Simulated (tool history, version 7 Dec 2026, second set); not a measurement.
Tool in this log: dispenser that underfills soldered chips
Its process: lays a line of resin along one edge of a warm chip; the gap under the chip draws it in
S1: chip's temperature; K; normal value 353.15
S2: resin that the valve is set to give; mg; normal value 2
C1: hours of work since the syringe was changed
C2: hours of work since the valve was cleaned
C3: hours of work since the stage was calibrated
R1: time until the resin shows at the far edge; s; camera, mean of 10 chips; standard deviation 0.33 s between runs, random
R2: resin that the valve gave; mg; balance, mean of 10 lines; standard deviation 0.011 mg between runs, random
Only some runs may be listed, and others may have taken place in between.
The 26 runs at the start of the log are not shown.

| run | day | S1 | S2 | C1 | C2 | C3 | R1 | R2 |
|---|---|---|---|---|---|---|---|---|
|  | 4.95 | new syringe of resin |
| 27 | 5.021 | 368.15 | 2.05 | 1 | 6 | 125 | 8.4 | 2.05 |
| 28 | 5.129 | 364.15 | 1.9 | 3 | 7 | 127 | 10.4 | 1.91 |
|  | 5.35 | new syringe of resin |
| 29 | 5.375 | 350.15 | 2.6 | 0 | 11 | 130 | 15.2 | 2.6 |
| 30 | 5.612 | 350.15 | 2.6 | 4 | 14 | 134 | 16.7 | 2.58 |
|  | 5.738 | new syringe of resin |
| 31 | 5.796 | 355.15 | 2 | 1 | 17 | 136 | 13.3 | 1.99 |
| 32 | 5.996 | 353.15 | 1.99 | 4 | 20 | 139 | 16.7 | 1.98 |
|  | 6.133 | new syringe of resin |
| 33 | 6.167 | 366.15 | 1.87 | 0 | 22 | 142 | 9.6 | 1.85 |
| 34 | 6.342 | 357.15 | 1.79 | 3 | 25 | 144 | 14.1 | 1.78 |
|  | 6.529 | new syringe of resin |
| 35 | 6.554 | 357.15 | 1.79 | 0 | 28 | 147 | 12.1 | 1.74 |

The next listed run, before its measurement:
| 36 | 6.775 | 357.15 | 1.79 | 4 | 31 | 151 | ? | ? |

R1: 14 s
R2: 1.75 mg
On a tool with no hidden condition, and with the same random variation, this run would have come out at R1 11.5 s, R2 1.79 mg.

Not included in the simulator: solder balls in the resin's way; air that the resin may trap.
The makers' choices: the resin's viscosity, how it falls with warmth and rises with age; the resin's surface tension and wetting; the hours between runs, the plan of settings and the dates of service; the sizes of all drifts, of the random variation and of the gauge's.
